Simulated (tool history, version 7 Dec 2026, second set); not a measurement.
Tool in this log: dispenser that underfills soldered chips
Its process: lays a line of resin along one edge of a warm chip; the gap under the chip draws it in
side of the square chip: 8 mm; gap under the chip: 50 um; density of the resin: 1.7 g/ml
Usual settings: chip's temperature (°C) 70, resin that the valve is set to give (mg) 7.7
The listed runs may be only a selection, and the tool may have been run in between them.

run	day	chip's temperature (°C)	resin that the valve is set to give (mg)	time until the resin shows at the far edge (s)	resin that the valve gave (mg)
1	0	70	7.7	45.1	7.41
# day 0.05: new syringe of resin
# day 0.617: dispensing valve cleaned and set on the balance
2	0.625	70	7.7	44	7.68
# day 0.767: new syringe of resin
3	0.946	70	7.7	36.8	7.68
# day 1.45: new syringe of resin
4	1.45	70	7.7	32.8	7.65
5	1.871	70	7.7	40.9	7.65
# day 2.15: new syringe of resin
6	2.479	72	7.7	36.3	7.57
# day 2.833: new syringe of resin
7	3.204	70	7.53	39.6	7.35
# day 3.508: new syringe of resin
8	3.846	62	8.16	51.7	7.93
# day 4.179: new syringe of resin
9	4.529	62	8.16	53	7.88
# day 4.85: new syringe of resin
10	4.921	78	6.57	26.5	6.32
# day 5.317: dispensing valve cleaned and set on the balance
11	5.496	66	7.7	50.9	7.65

Subtracting, for every run, the result it would have given without the tool's unlogged condition from the measured result gives the following. The same run-to-run variation enters both numbers; the gauge's scatter may not:
The hidden state here: resin's viscosity, % of fresh resin's; dose that the valve gives, % of what is set; true chip temperature over the reading, C; drift of the gauge itself on fill_s, %; drift of the gauge itself on given_mg, %.
run	time until the resin shows at the far edge (s)	resin that the valve gave (mg)
1	+13.8	-0.31
2	+12	+0.01
3	+4.8	-0.01
4	+1.8	-0.04
5	+10	-0.07
6	+7.1	-0.12
7	+8.5	-0.17
8	+10.6	-0.22
9	+11.6	-0.28
10	+2.3	-0.24
11	+15.4	-0.03
